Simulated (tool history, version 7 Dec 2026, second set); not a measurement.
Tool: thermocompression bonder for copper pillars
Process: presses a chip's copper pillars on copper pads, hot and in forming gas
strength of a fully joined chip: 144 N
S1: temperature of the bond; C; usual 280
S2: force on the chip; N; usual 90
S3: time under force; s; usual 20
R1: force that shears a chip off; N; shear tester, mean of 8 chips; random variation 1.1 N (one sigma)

| run | hour | S1 | S2 | S3 | R1 |
|---|---|---|---|---|---|
| 1 | 0.0 | 280 | 90 | 20 | 101.2 |
| 2 | 61.0 | 280 | 90 | 20 | 100.9 |
| 3 | 107.8 | 280 | 90 | 20 | 100.1 |
| 4 | 146.1 | 280 | 90 | 20 | 97.2 |
| 5 | 206.3 | 280 | 90 | 20 | 95.1 |
| 6 | 249.2 | 280 | 90 | 20 | 94.8 |
| 7 | 298.6 | 280 | 90 | 20 | 93.3 |
|  | 328.2 | forming gas filter changed |
| 8 | 334.8 | 278 | 90 | 20 | 101.2 |
| 9 | 402.6 | 278 | 90 | 20 | 96.5 |
| 10 | 472.1 | 278 | 90 | 20 | 95.7 |
| 11 | 508.8 | 278 | 120 | 20 | 105.9 |
| 12 | 560.4 | 280 | 90 | 20 | 94.6 |
| 13 | 599.7 | 280 | 90 | 20 | 91.9 |
| 14 | 649.3 | 280 | 90 | 20 | 91.1 |
| 15 | 685.1 | 280 | 90 | 20 | 89.2 |
|  | 690.1 | forming gas filter changed |
| 16 | 732.8 | 280 | 55 | 20 | 76.7 |
| 17 | 775.1 | 277 | 55 | 20 | 73.4 |
| 18 | 811.3 | 300 | 65 | 20 | 100.8 |
| 19 | 881.7 | 256 | 65 | 30 | 70.4 |
| 20 | 914.8 | 274 | 66 | 30 | 86.6 |

Run 21 comes next. What will it give?
| 21 | 961.7 | 275 | 104 | 37 | ? |

R1: 105.7 N
Without the tool's hidden state the same run would have given R1 117.8 N.
